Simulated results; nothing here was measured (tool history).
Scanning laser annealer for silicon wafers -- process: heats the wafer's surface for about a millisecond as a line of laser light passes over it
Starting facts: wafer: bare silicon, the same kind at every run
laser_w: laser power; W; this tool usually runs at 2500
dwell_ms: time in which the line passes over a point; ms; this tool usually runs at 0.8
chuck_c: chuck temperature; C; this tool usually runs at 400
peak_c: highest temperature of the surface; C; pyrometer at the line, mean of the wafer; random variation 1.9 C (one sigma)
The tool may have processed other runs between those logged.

Run 1, hour 0: usual settings. Result: peak_c 1170 C.
Run 2, hour 70.8: usual settings. Result: peak_c 1166 C.
Run 3, hour 124.5: usual settings. Result: peak_c 1165 C.
Run 4, hour 198.6: usual settings. Result: peak_c 1163 C.
Run 5, hour 241.7: usual settings but dwell_ms 0.624 ms. Result: peak_c 1087 C.
Run 6, hour 314.1: usual settings. Result: peak_c 1160 C.
Run 7, hour 354.1: usual settings but laser_w 2191 W. Result: peak_c 1045 C.
Run 8, hour 416: usual settings. Result: peak_c 1161 C.
Run 9, hour 466.5: usual settings but laser_w 2342 W. Result: peak_c 1103 C.
Run 10, hour 513.4: usual settings but laser_w 2342 W. Result: peak_c 1098 C.
Run 11, hour 557.5: usual settings but laser_w 2342 W. Result: peak_c 1096 C.
At hour 565: window over the wafer cleaned.
Run 12, hour 615.1: usual settings but laser_w 2342 W. Result: peak_c 1081 C.
Run 13, hour 667.2: usual settings but laser_w 2342 W. Result: peak_c 1082 C.
Run 14, hour 703: usual settings but laser_w 2572 W, dwell_ms 0.573 ms. Result: peak_c 1056 C.
Run 15, hour 736.6: usual settings but laser_w 2446 W, dwell_ms 0.574 ms. Result: peak_c 1017 C.
Run 16, hour 779.3: usual settings but laser_w 2446 W, dwell_ms 0.574 ms. Result: peak_c 1018 C.
Run 17, hour 853: usual settings but laser_w 2446 W, dwell_ms 0.684 ms, chuck_c 393 C. Result: peak_c 1056 C.
Run 18, hour 904.5: usual settings but laser_w 2446 W, dwell_ms 0.684 ms, chuck_c 417 C. Result: peak_c 1080 C.
Run 19, hour 976.1: usual settings but laser_w 2693 W, dwell_ms 0.65 ms, chuck_c 417 C. Result: peak_c 1143 C.
At hour 983.1: window over the wafer cleaned, once more.
Run 20, hour 1042.8: usual settings but laser_w 2693 W, dwell_ms 0.951 ms, chuck_c 417 C. Result: peak_c 1326 C.
Run 21, hour 1115.1: usual settings but dwell_ms 0.65 ms, chuck_c 361 C. Result: peak_c 1065 C.
Run 22, hour 1163.3: usual settings but laser_w 2170 W, dwell_ms 0.829 ms, chuck_c 419 C. Result: peak_c 1075 C.
Run 23, hour 1209: usual settings but laser_w 2616 W. Result: peak_c 1208 C.
Run 24, hour 1263.4: usual settings but laser_w 2616 W, dwell_ms 0.816 ms, chuck_c 372 C. Result: peak_c 1189 C.
Run 25, hour 1308.5: usual settings but laser_w 2634 W, dwell_ms 0.912 ms, chuck_c 380 C. Result: peak_c 1245 C.

Branching from run 25: 5 alternative next runs. What would each branch give?
Run A, hour 1364.4: usual settings but laser_w 2255 W, dwell_ms 0.611 ms. Result: peak_c ?.
Run B, hour 1364.4: usual settings but laser_w 2692 W, dwell_ms 0.827 ms, chuck_c 413 C. Result: peak_c ?.
Run C, hour 1364.4: usual settings but laser_w 2276 W, dwell_ms 0.912 ms, chuck_c 380 C. Result: peak_c ?.
Run D, hour 1364.4: usual settings but laser_w 2612 W, dwell_ms 0.934 ms, chuck_c 383 C. Result: peak_c ?.
Run E, hour 1364.4: usual settings but laser_w 2709 W, dwell_ms 0.881 ms, chuck_c 434 C. Result: peak_c ?.

run  peak_c
  A     998
  B    1259
  C    1099
  D    1241
  E    1313
Stripped of hidden state, with their random variation kept, the same runs would have yielded:
run  peak_c
  A    1017
  B    1287
  C    1123
  D    1270
  E    1342
